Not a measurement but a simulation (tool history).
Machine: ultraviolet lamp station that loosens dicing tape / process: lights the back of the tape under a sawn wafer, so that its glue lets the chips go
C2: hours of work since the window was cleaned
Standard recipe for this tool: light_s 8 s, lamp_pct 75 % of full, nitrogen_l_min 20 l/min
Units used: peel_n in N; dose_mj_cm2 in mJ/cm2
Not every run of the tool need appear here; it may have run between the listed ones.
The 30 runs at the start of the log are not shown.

{"run": 31, "hour": 1186.4, "light_s": 6, "lamp_pct": 75, "nitrogen_l_min": 20, "hours of work of the lamp": 1291, "C2": 297, "peel_n": 0.931, "dose_mj_cm2": 339}
{"run": 32, "hour": 1224.3, "light_s": 10, "lamp_pct": 79, "nitrogen_l_min": 16, "hours of work of the lamp": 1309, "C2": 315, "peel_n": 0.348, "dose_mj_cm2": 604}
{"run": 33, "hour": 1258.2, "light_s": 8, "lamp_pct": 98, "nitrogen_l_min": 9, "hours of work of the lamp": 1325, "C2": 332, "peel_n": 0.48, "dose_mj_cm2": 600}
{"run": 34, "hour": 1287.7, "light_s": 8, "lamp_pct": 98, "nitrogen_l_min": 9, "hours of work of the lamp": 1340, "C2": 346, "peel_n": 0.473, "dose_mj_cm2": 599}
{"run": 35, "hour": 1330.4, "light_s": 8, "lamp_pct": 81, "nitrogen_l_min": 14, "hours of work of the lamp": 1360, "C2": 367, "peel_n": 0.581, "dose_mj_cm2": 495}
{"run": 36, "hour": 1377.7, "light_s": 8, "lamp_pct": 75, "nitrogen_l_min": 24, "hours of work of the lamp": 1383, "C2": 389, "peel_n": 0.483, "dose_mj_cm2": 458}
{"run": 37, "hour": 1418.5, "light_s": 6, "lamp_pct": 66, "nitrogen_l_min": 29, "hours of work of the lamp": 1403, "C2": 409, "peel_n": 1.013, "dose_mj_cm2": 307}
{"run": 38, "hour": 1470.7, "light_s": 6, "lamp_pct": 87, "nitrogen_l_min": 9, "hours of work of the lamp": 1428, "C2": 434, "peel_n": 1.029, "dose_mj_cm2": 402}
{"run": 39, "hour": 1499.7, "light_s": 4, "lamp_pct": 67, "nitrogen_l_min": 9, "hours of work of the lamp": 1442, "C2": 448, "peel_n": 2.298, "dose_mj_cm2": 205}
{"run": 40, "hour": 1546.3, "light_s": 4, "lamp_pct": 67, "nitrogen_l_min": 9, "hours of work of the lamp": 1464, "C2": 470, "peel_n": 2.29, "dose_mj_cm2": 204}
{"run": 41, "hour": 1592.6, "light_s": 8, "lamp_pct": 75, "nitrogen_l_min": 29, "hours of work of the lamp": 1486, "C2": 493, "peel_n": 0.449, "dose_mj_cm2": 456}
{"run": 42, "hour": 1637.0, "light_s": 8, "lamp_pct": 75, "nitrogen_l_min": 29, "hours of work of the lamp": 1508, "C2": 514, "peel_n": 0.463, "dose_mj_cm2": 461}
{"run": 43, "hour": 1687.5, "light_s": 8, "lamp_pct": 75, "nitrogen_l_min": 29, "hours of work of the lamp": 1532, "C2": 538, "peel_n": 0.466, "dose_mj_cm2": 457}
{"run": 44, "hour": 1714.5, "light_s": 8, "lamp_pct": 75, "nitrogen_l_min": 29, "hours of work of the lamp": 1545, "C2": 551, "peel_n": 0.448, "dose_mj_cm2": 452}

Predict each of these 3 candidate next runs independently; none follows another, all start after run 44:
{"run": "A", "hour": 1741.8, "light_s": 8, "lamp_pct": 66, "nitrogen_l_min": 13, "hours of work of the lamp": 1558, "C2": 565, "peel_n": "?", "dose_mj_cm2": "?"}
{"run": "B", "hour": 1741.8, "light_s": 4, "lamp_pct": 75, "nitrogen_l_min": 8, "hours of work of the lamp": 1558, "C2": 565, "peel_n": "?", "dose_mj_cm2": "?"}
{"run": "C", "hour": 1741.8, "light_s": 8, "lamp_pct": 89, "nitrogen_l_min": 20, "hours of work of the lamp": 1558, "C2": 565, "peel_n": "?", "dose_mj_cm2": "?"}

run=A peel_n=0.852 dose_mj_cm2=399
run=B peel_n=2.179 dose_mj_cm2=233
run=C peel_n=0.395 dose_mj_cm2=551
What these runs would have given with no unlogged condition in the tool:
run=A peel_n=0.846 dose_mj_cm2=401
run=B peel_n=2.17 dose_mj_cm2=234
run=C peel_n=0.392 dose_mj_cm2=553

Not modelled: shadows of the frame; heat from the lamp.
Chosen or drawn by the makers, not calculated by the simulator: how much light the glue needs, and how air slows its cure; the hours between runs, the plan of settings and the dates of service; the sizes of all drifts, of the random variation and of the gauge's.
